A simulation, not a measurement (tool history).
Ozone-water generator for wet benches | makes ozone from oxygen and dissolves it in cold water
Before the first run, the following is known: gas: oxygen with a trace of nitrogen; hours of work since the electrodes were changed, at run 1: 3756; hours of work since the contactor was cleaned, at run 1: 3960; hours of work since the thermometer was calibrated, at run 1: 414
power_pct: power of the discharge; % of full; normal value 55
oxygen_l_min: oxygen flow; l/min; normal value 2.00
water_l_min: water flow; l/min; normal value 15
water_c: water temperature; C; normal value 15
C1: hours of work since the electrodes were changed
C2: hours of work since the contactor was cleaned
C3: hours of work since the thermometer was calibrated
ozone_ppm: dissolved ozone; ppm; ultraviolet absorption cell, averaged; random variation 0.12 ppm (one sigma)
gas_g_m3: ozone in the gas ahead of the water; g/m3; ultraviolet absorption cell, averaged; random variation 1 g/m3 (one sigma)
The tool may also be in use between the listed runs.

Run 1, day 0.000: usual settings; C1 3756; C2 3960; C3 414. Result: ozone_ppm 9.3 ppm, gas_g_m3 173.1 g/m3.
Run 2, day 3.725: usual settings; C1 3845; C2 4049; C3 503. Result: ozone_ppm 9.3 ppm, gas_g_m3 172.1 g/m3.
Run 3, day 8.308: usual settings; C1 3954; C2 4158; C3 612. Result: ozone_ppm 9.1 ppm, gas_g_m3 171.6 g/m3.
At day 10.246: contactor cleaned.
Run 4, day 13.283: usual settings but oxygen_l_min 2.16 l/min; C1 4069; C2 73; C3 727. Result: ozone_ppm 9.8 ppm, gas_g_m3 165.3 g/m3.
Run 5, day 17.671: usual settings; C1 4174; C2 178; C3 832. Result: ozone_ppm 9.5 ppm, gas_g_m3 170.4 g/m3.
Run 6, day 22.062: usual settings but water_c 17 C; C1 4279; C2 283; C3 937. Result: ozone_ppm 9.4 ppm, gas_g_m3 171.9 g/m3.
Run 7, day 25.462: usual settings but water_c 17 C; C1 4361; C2 364; C3 1019. Result: ozone_ppm 9.4 ppm, gas_g_m3 170.0 g/m3.
Run 8, day 29.325: usual settings but water_c 17 C; C1 4453; C2 456; C3 1111. Result: ozone_ppm 9.3 ppm, gas_g_m3 170.1 g/m3.
Run 9, day 32.404: usual settings but water_c 11 C; C1 4527; C2 530; C3 1185. Result: ozone_ppm 10.0 ppm, gas_g_m3 171.7 g/m3.
Run 10, day 38.088: usual settings but water_c 11 C; C1 4662; C2 666; C3 1320. Result: ozone_ppm 9.6 ppm, gas_g_m3 168.4 g/m3.
Run 11, day 43.446: usual settings but water_c 9 C; C1 4791; C2 794; C3 1449. Result: ozone_ppm 9.9 ppm, gas_g_m3 169.4 g/m3.
Run 12, day 46.979: usual settings but water_c 16 C; C1 4875; C2 878; C3 1533. Result: ozone_ppm 9.1 ppm, gas_g_m3 167.8 g/m3.
Run 13, day 51.604: usual settings but water_c 7 C; C1 4986; C2 989; C3 1644. Result: ozone_ppm 10.0 ppm, gas_g_m3 167.2 g/m3.
Run 14, day 55.254: usual settings; C1 5073; C2 1076; C3 1731. Result: ozone_ppm 9.5 ppm, gas_g_m3 169.2 g/m3.
Run 15, day 58.238: usual settings; C1 5144; C2 1148; C3 1802. Result: ozone_ppm 9.2 ppm, gas_g_m3 170.0 g/m3.
Run 16, day 61.158: usual settings; C1 5214; C2 1218; C3 1872. Result: ozone_ppm 9.4 ppm, gas_g_m3 169.0 g/m3.
Run 17, day 66.950: usual settings but water_l_min 14 l/min; C1 5353; C2 1356; C3 2011. Result: ozone_ppm 9.8 ppm, gas_g_m3 168.1 g/m3.
Run 18, day 69.779: usual settings but oxygen_l_min 1.81 l/min, water_l_min 11 l/min; C1 5420; C2 1424; C3 2078. Result: ozone_ppm 11.9 ppm, gas_g_m3 172.8 g/m3.
Run 19, day 73.000: usual settings but power_pct 41 % of full, water_c 12 C; C1 5497; C2 1501; C3 2155. Result: ozone_ppm 7.9 ppm, gas_g_m3 140.5 g/m3.
Run 20, day 75.492: usual settings but power_pct 41 % of full, water_c 12 C; C1 5557; C2 1560; C3 2215. Result: ozone_ppm 7.8 ppm, gas_g_m3 142.4 g/m3.
Run 21, day 78.708: usual settings but power_pct 80 % of full, oxygen_l_min 2.88 l/min, water_l_min 12 l/min, water_c 12 C; C1 5634; C2 1637; C3 2292. Result: ozone_ppm 16.4 ppm, gas_g_m3 183.8 g/m3.
Run 22, day 84.504: usual settings but power_pct 76 % of full, oxygen_l_min 2.88 l/min, water_c 10 C; C1 5772; C2 1776; C3 2430. Result: ozone_ppm 13.3 ppm, gas_g_m3 178.2 g/m3.
Run 23, day 87.404: usual settings but power_pct 63 % of full, oxygen_l_min 3.11 l/min, water_l_min 11 l/min, water_c 8 C; C1 5842; C2 1845; C3 2500. Result: ozone_ppm 16.3 ppm, gas_g_m3 154.3 g/m3.
Run 24, day 92.654: usual settings but power_pct 71 % of full, oxygen_l_min 1.55 l/min, water_l_min 11 l/min, water_c 17 C; C1 5967; C2 1971; C3 2625. Result: ozone_ppm 12.6 ppm, gas_g_m3 207.3 g/m3.
Run 25, day 96.492: usual settings but power_pct 71 % of full, oxygen_l_min 1.55 l/min, water_l_min 11 l/min, water_c 17 C; C1 6059; C2 2063; C3 2717. Result: ozone_ppm 12.5 ppm, gas_g_m3 208.7 g/m3.
Run 26, day 100.704: usual settings but power_pct 92 % of full, oxygen_l_min 3.16 l/min, water_c 11 C; C1 6160; C2 2163; C3 2818. Result: ozone_ppm 14.7 ppm, gas_g_m3 190.9 g/m3.
Run 27, day 104.796: usual settings but power_pct 88 % of full, oxygen_l_min 1.28 l/min, water_c 9 C; C1 6258; C2 2261; C3 2916. Result: ozone_ppm 10.0 ppm, gas_g_m3 249.2 g/m3.
At day 106.967: water thermometer calibrated.
Run 28, day 108.038: usual settings but power_pct 52 % of full, water_l_min 20 l/min; C1 6335; C2 2338; C3 26. Result: ozone_ppm 6.6 ppm, gas_g_m3 159.6 g/m3.
Run 29, day 111.942: usual settings but power_pct 48 % of full, water_l_min 12 l/min, water_c 11 C; C1 6428; C2 2431; C3 119. Result: ozone_ppm 10.7 ppm, gas_g_m3 152.8 g/m3.
Run 30, day 114.862: usual settings but power_pct 48 % of full, water_l_min 12 l/min, water_c 11 C; C1 6498; C2 2501; C3 189. Result: ozone_ppm 10.5 ppm, gas_g_m3 150.9 g/m3.
Run 31, day 118.079: usual settings but power_pct 95 % of full, oxygen_l_min 1.83 l/min, water_l_min 13 l/min, water_c 11 C; C1 6575; C2 2578; C3 266. Result: ozone_ppm 14.0 ppm, gas_g_m3 230.8 g/m3.
Run 32, day 121.738: usual settings but power_pct 63 % of full; C1 6662; C2 2666; C3 353. Result: ozone_ppm 9.6 ppm, gas_g_m3 177.1 g/m3.
Run 33, day 125.679: usual settings but power_pct 77 % of full, oxygen_l_min 2.09 l/min; C1 6757; C2 2760; C3 447. Result: ozone_ppm 10.8 ppm, gas_g_m3 194.9 g/m3.

Branching from run 33: 4 alternative next runs. What would each branch give?
Run A, day 129.254: usual settings but oxygen_l_min 1.34 l/min; C1 6842; C2 2846; C3 533. Result: ozone_ppm ?, gas_g_m3 ?.
Run B, day 129.254: usual settings but power_pct 77 % of full, oxygen_l_min 1.34 l/min, water_l_min 9 l/min, water_c 8 C; C1 6842; C2 2846; C3 533. Result: ozone_ppm ?, gas_g_m3 ?.
Run C, day 129.254: usual settings but power_pct 77 % of full, oxygen_l_min 2.10 l/min, water_c 14 C; C1 6842; C2 2846; C3 533. Result: ozone_ppm ?, gas_g_m3 ?.
Run D, day 129.254: usual settings but power_pct 77 % of full, oxygen_l_min 2.09 l/min, water_l_min 19 l/min; C1 6842; C2 2846; C3 533. Result: ozone_ppm ?, gas_g_m3 ?.

run  ozone_ppm  gas_g_m3
  A        7.5     187.8
  B       16.0     223.1
  C       11.3     192.6
  D        8.7     196.1
Stripped of hidden state, with their random variation kept, the same runs would have yielded:
run  ozone_ppm  gas_g_m3
  A        8.7     208.9
  B       18.9     254.4
  C       13.4     219.5
  D       10.4     223.5
